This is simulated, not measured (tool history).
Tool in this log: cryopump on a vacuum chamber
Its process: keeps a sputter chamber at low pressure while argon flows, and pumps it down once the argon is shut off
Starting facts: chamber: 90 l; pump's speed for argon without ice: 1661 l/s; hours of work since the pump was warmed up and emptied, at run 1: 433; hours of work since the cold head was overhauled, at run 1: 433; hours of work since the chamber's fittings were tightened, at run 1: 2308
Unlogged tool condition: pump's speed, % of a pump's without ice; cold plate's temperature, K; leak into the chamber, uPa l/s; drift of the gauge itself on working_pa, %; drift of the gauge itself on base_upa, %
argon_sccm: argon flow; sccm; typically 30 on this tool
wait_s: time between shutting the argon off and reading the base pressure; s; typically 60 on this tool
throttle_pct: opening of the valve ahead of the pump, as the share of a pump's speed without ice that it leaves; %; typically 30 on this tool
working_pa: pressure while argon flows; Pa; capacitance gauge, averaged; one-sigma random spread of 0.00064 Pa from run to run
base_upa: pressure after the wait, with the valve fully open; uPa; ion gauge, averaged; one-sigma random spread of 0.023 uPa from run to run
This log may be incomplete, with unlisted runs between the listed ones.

run    hour  argon_sccm  wait_s  throttle_pct  hours of work since the pump was warmed up and emptied  hours of work since the cold head was overhauled  hours of work since the chamber's fittings were tightened  working_pa  base_upa
  1       0          30      60            30                                                     433                                               433                                                       2308      0.1063      2.57
  2    39.1          30      60            30                                                     460                                               460                                                       2334      0.1088      2.62
  3   120.6          30      60            30                                                     515                                               515                                                       2390      0.1076      2.69
  4   168.4          30      60            30                                                     547                                               547                                                       2422       0.108      2.77
  5     217          30      60            52                                                     580                                               580                                                       2455      0.0658      2.74
  6     311          30      60            52                                                     644                                               644                                                       2518      0.0663      2.95
  7   374.2          30      60            52                                                     687                                               687                                                       2561      0.0669      2.98
  8   432.8          30      60            41                                                     726                                               726                                                       2601      0.0848      3.11
  9   517.2          30      60            41                                                     783                                               783                                                       2658       0.084      3.05
 10   612.2          30      60            30                                                     848                                               848                                                       2722      0.1123      3.29
 11   686.3          30     260            30                                                     898                                               898                                                       2772      0.1135      2.86
 12   749.5          18      60            30                                                     941                                               941                                                       2815       0.068      3.37
      774.6  -- leaking fittings of the chamber tightened, without venting
 13   799.7          18      60            30                                                     973                                               973                                                         17       0.069       0.9
 14   870.8          18      37            30                                                    1021                                              1021                                                         65      0.0682      1.25
 15   923.8          18      37            30                                                    1057                                              1057                                                        101      0.0705      1.33
      996.4  -- pump warmed up, emptied and cooled again
 16  1021.8          17      21            26                                                      17                                              1120                                                        164      0.0677      1.96
 17  1088.7          17      21            26                                                      62                                              1165                                                        209      0.0672      1.99
 18  1158.2          59      23            58                                                     110                                              1212                                                        256      0.1062      1.87
 19  1212.4          59      45            45                                                     146                                              1249                                                        293      0.1359      1.16
 20  1304.2          30      60            27                                                     208                                              1311                                                        355      0.1146      1.02
 21  1347.8          30     174            30                                                     238                                              1341                                                        385      0.1052      0.68
 22  1409.9          30     174            30                                                     280                                              1383                                                        427      0.1055       0.7
 23  1502.9          22     122            19                                                     343                                              1446                                                        489      0.1198      0.83
 24    1575          22     122            19                                                     392                                              1494                                                        538       0.122      0.88
 25  1657.5          22     122            19                                                     447                                              1550                                                        594      0.1212      0.95
 26  1731.2          30     251            30                                                     497                                              1600                                                        644      0.1072      0.86
 27  1826.4          53      47            47                                                     562                                              1665                                                        708      0.1284      1.52
 28  1918.8          34      60            30                                                     624                                              1727                                                        771      0.1244      1.44
 29  1994.3          34      60            30                                                     675                                              1778                                                        822      0.1251      1.43

Predict each of these 3 candidate next runs independently; none follows another, all start after run 29:
  A  2043.9          30     258            57                                                     709                                              1812                                                        856           ?         ?
  B  2043.9          54      60            30                                                     709                                              1812                                                        856           ?         ?
  C  2043.9          34      60            42                                                     709                                              1812                                                        856           ?         ?

run  working_pa  base_upa
  A      0.0614      1.07
  B      0.1988      1.53
  C      0.0925      1.61
With the hidden condition removed and each run's random variation left untouched, the same runs would have given:
run  working_pa  base_upa
  A      0.0528      0.32
  B      0.1832      0.78
  C      0.0827      0.82
